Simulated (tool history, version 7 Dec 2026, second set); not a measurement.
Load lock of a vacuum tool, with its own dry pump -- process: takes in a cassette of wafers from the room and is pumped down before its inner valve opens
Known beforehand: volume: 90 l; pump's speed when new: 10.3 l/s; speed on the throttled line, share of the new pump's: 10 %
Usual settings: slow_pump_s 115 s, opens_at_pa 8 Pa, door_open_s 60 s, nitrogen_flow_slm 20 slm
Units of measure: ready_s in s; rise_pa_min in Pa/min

| run | hour | slow_pump_s | opens_at_pa | door_open_s | nitrogen_flow_slm | incoming humidity of the room's air, % | ready_s | rise_pa_min |
|---|---|---|---|---|---|---|---|---|
| 1 | 0 | 115 | 8 | 60 | 20 | 45.7 | 197.3 | 0.171 |
| 2 | 282.8 | 115 | 8 | 60 | 20 | 43.7 | 198.7 | 0.182 |
| 3 | 447 | 115 | 15 | 60 | 20 | 43 | 191.8 | 0.184 |
| 4 | 680.5 | 185 | 8 | 60 | 20 | 43.7 | 260.7 | 0.189 |
| 5 | 910.5 | 115 | 8 | 60 | 7 | 48.1 | 198.2 | 0.21 |
| 6 | 1112.5 | 115 | 8 | 30 | 20 | 44.9 | 198.7 | 0.193 |
| 7 | 1412.6 | 115 | 8 | 60 | 20 | 48.2 | 199.5 | 0.216 |
| 8 | 1680.7 | 115 | 8 | 28 | 20 | 44.1 | 199 | 0.203 |
| 9 | 1823.4 | 115 | 8 | 28 | 20 | 46.1 | 200.6 | 0.196 |
| 10 | 2107.7 | 115 | 8 | 28 | 20 | 44.1 | 199.2 | 0.217 |
| 11 | 2262.3 | 115 | 15 | 60 | 20 | 39.7 | 192.6 | 0.231 |
| 12 | 2445 | 115 | 8 | 60 | 9 | 47.2 | 199.1 | 0.242 |
| 13 | 2635.2 | 115 | 8 | 60 | 9 | 50.4 | 198.9 | 0.255 |
| 14 | 2830.5 | 115 | 8 | 60 | 20 | 46.7 | 200.3 | 0.25 |
| 15 | 3094.2 | 115 | 8 | 60 | 20 | 46.9 | 202.9 | 0.253 |
| 16 | 3371.2 | 115 | 8 | 60 | 20 | 44.3 | 201.8 | 0.265 |
| 17 | 3648.5 | 104 | 8 | 60 | 20 | 44 | 193.8 | 0.269 |
| 18 | 3944 | 104 | 8 | 60 | 20 | 45.7 | 193.1 | 0.28 |
| 19 | 4242.4 | 104 | 10 | 182 | 15 | 43.8 | 190.9 | 0.328 |
| 20 | 4445 | 70 | 9 | 84 | 44 | 42.3 | 160 | 0.287 |
| 21 | 4631.5 | 96 | 8 | 144 | 20 | 44.5 | 185.6 | 0.318 |
| 22 | 4946.3 | 96 | 8 | 144 | 20 | 43.9 | 187.3 | 0.341 |
| 23 | 5196.8 | 96 | 8 | 144 | 20 | 47.1 | 186.7 | 0.341 |
| 24 | 5449.5 | 219 | 7 | 60 | 20 | 45.3 | 297.4 | 0.321 |
| 25 | 5643.9 | 219 | 7 | 60 | 20 | 45.2 | 293.8 | 0.331 |
| 26 | 5838 | 150 | 12 | 60 | 20 | 44.3 | 230.4 | 0.339 |
| 27 | 5992.3 | 150 | 12 | 60 | 20 | 43.4 | 232 | 0.338 |
| 28 | 6241.2 | 150 | 12 | 226 | 8 | 43.6 | 230.5 | 0.417 |
| 29 | 6372 | 150 | 12 | 226 | 8 | 44.7 | 232.9 | 0.418 |
| 30 | 6532.6 | 84 | 8 | 61 | 6 | 46.7 | 176.6 | 0.378 |
| 31 | 6663.3 | 84 | 8 | 61 | 6 | 42.9 | 176.6 | 0.367 |
| 32 | 6962.1 | 115 | 7 | 60 | 5 | 48.1 | 207.6 | 0.388 |
| 33 | 7126.1 | 115 | 8 | 32 | 20 | 42.8 | 206.4 | 0.373 |
| 34 | 7314.2 | 107 | 6 | 61 | 37 | 45.3 | 203.5 | 0.375 |
| 35 | 7493.6 | 107 | 6 | 61 | 37 | 42.3 | 204.3 | 0.378 |
| 36 | 7680.7 | 82 | 16 | 93 | 6 | 48.2 | 168.1 | 0.429 |

Below are 5 alternative next runs, each starting from the tool's condition after run 36. Predict each:
| A | 7814.3 | 156 | 8 | 98 | 14 | 43.8 | ? | ? |
| B | 7814.3 | 155 | 12 | 62 | 20 | 45.8 | ? | ? |
| C | 7814.3 | 86 | 8 | 49 | 17 | 43.1 | ? | ? |
| D | 7814.3 | 98 | 6 | 30 | 6 | 43.3 | ? | ? |
| E | 7814.3 | 107 | 7 | 88 | 20 | 44.5 | ? | ? |

| run | ready_s | rise_pa_min |
|---|---|---|
| A | 242.9 | 0.423 |
| B | 236.8 | 0.412 |
| C | 182 | 0.408 |
| D | 198 | 0.4 |
| E | 202.3 | 0.416 |
Take away the tool's hidden state, keep each run's random variation, and the runs would have read:
| run | ready_s | rise_pa_min |
|---|---|---|
| A | 223.5 | 0.059 |
| B | 218.6 | 0.038 |
| C | 160.7 | 0.038 |
| D | 175.6 | 0.035 |
| E | 181.1 | 0.049 |

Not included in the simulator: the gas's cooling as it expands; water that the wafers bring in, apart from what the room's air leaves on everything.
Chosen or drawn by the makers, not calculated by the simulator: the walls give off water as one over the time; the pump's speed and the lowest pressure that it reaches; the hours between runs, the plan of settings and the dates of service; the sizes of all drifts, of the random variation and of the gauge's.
